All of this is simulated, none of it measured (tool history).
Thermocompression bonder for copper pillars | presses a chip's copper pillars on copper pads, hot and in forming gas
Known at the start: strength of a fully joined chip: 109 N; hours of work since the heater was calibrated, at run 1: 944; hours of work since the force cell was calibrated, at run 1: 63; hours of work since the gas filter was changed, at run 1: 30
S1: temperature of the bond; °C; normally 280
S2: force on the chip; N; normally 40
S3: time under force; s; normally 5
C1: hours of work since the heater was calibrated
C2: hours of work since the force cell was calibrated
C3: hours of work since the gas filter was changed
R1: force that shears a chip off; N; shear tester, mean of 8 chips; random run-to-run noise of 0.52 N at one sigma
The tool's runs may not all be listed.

run   hour   S1  S2  S3    C1   C2   C3    R1
  1      0  280  40   5   944   63   30  47.3
  2   69.1  280  40   5   974   93   60  46.7
  3  105.9  280  29   5   990  109   76  32.7
  4  163.9  280  29   5  1015  134  101  32.5
  5  200.3  280  29   5  1030  150  117  32.2
  6  241.5  280  29   5  1048  168  135  32.6
  7    299  280  40   5  1073  193  159  47.1
  8  352.1  280  40   5  1096  216  182  46.8

What does the tool deliver on the next run?
  9  397.2  258  29   7  1116  235  202   ?

Run 9 measured R1 24.8 N.
Were there no unlogged condition in the tool, this run, its random variation unchanged, would have produced R1 25 N.
